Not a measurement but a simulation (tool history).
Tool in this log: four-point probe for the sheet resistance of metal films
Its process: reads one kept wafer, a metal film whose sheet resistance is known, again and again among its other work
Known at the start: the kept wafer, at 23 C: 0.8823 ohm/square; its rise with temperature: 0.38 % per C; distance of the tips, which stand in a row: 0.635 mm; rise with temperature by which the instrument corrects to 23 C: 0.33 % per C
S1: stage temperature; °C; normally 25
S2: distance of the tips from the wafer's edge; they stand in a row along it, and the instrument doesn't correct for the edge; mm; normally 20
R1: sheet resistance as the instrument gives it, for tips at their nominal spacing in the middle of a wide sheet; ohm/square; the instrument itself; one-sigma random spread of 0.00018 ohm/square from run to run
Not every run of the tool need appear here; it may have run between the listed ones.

{"run": 1, "hour": 0.0, "S1": 25, "S2": 20, "R1": 0.873999}
{"run": 2, "hour": 57.6, "S1": 25, "S2": 20, "R1": 0.873642}
{"hour": 151.4, "done": "new probe head fitted"}
{"run": 3, "hour": 165.8, "S1": 25, "S2": 20, "R1": 0.884994}
{"run": 4, "hour": 245.7, "S1": 25, "S2": 20, "R1": 0.884659}
{"run": 5, "hour": 367.1, "S1": 25, "S2": 20, "R1": 0.884162}
{"run": 6, "hour": 453.1, "S1": 25, "S2": 20, "R1": 0.883585}
{"run": 7, "hour": 533.8, "S1": 25, "S2": 20, "R1": 0.883089}
{"run": 8, "hour": 628.0, "S1": 25, "S2": 20, "R1": 0.882511}
{"run": 9, "hour": 695.7, "S1": 25, "S2": 9, "R1": 0.884273}
{"run": 10, "hour": 763.7, "S1": 25, "S2": 26, "R1": 0.882016}
{"run": 11, "hour": 867.9, "S1": 25, "S2": 6, "R1": 0.886637}
{"run": 12, "hour": 948.6, "S1": 33, "S2": 20, "R1": 0.884975}
{"run": 13, "hour": 1025.6, "S1": 33, "S2": 20, "R1": 0.884528}
{"hour": 1033.5, "done": "stage's thermometer calibrated"}
{"run": 14, "hour": 1121.3, "S1": 33, "S2": 20, "R1": 0.883893}
{"run": 15, "hour": 1230.6, "S1": 20, "S2": 10, "R1": 0.878944}
{"run": 16, "hour": 1352.1, "S1": 20, "S2": 10, "R1": 0.878541}
{"run": 17, "hour": 1454.5, "S1": 26, "S2": 57, "R1": 0.878508}
{"run": 18, "hour": 1506.7, "S1": 19, "S2": 34, "R1": 0.875637}
{"run": 19, "hour": 1600.9, "S1": 19, "S2": 34, "R1": 0.874811}
{"run": 20, "hour": 1664.9, "S1": 19, "S2": 34, "R1": 0.874946}
{"run": 21, "hour": 1717.4, "S1": 22, "S2": 3, "R1": 0.896528}
{"hour": 1747.5, "done": "stage's thermometer calibrated, once more"}
{"run": 22, "hour": 1814.8, "S1": 33, "S2": 37, "R1": 0.882659}
{"run": 23, "hour": 1931.2, "S1": 26, "S2": 25, "R1": 0.879145}
{"run": 24, "hour": 2000.5, "S1": 26, "S2": 20, "R1": 0.878981}
{"run": 25, "hour": 2070.4, "S1": 31, "S2": 3, "R1": 0.901147}
{"run": 26, "hour": 2142.9, "S1": 31, "S2": 3, "R1": 0.900807}
{"run": 27, "hour": 2195.8, "S1": 33, "S2": 21, "R1": 0.881109}
{"run": 28, "hour": 2259.3, "S1": 25, "S2": 75, "R1": 0.876822}

Consider 4 possible next runs. They are alternatives, not a sequence: every one starts from the tool as it was left by run 28. What does each give?
{"run": "A", "hour": 2336.5, "S1": 25, "S2": 59, "R1": "?"}
{"run": "B", "hour": 2336.5, "S1": 32, "S2": 6, "R1": "?"}
{"run": "C", "hour": 2336.5, "S1": 24, "S2": 74, "R1": "?"}
{"run": "D", "hour": 2336.5, "S1": 20, "S2": 4, "R1": "?"}

run=A R1=0.876373
run=B R1=0.884714
run=C R1=0.876293
run=D R1=0.886025
Without the tool's hidden state the same runs would have given:
run=A R1=0.883077
run=B R1=0.891467
run=C R1=0.882999
run=D R1=0.892806

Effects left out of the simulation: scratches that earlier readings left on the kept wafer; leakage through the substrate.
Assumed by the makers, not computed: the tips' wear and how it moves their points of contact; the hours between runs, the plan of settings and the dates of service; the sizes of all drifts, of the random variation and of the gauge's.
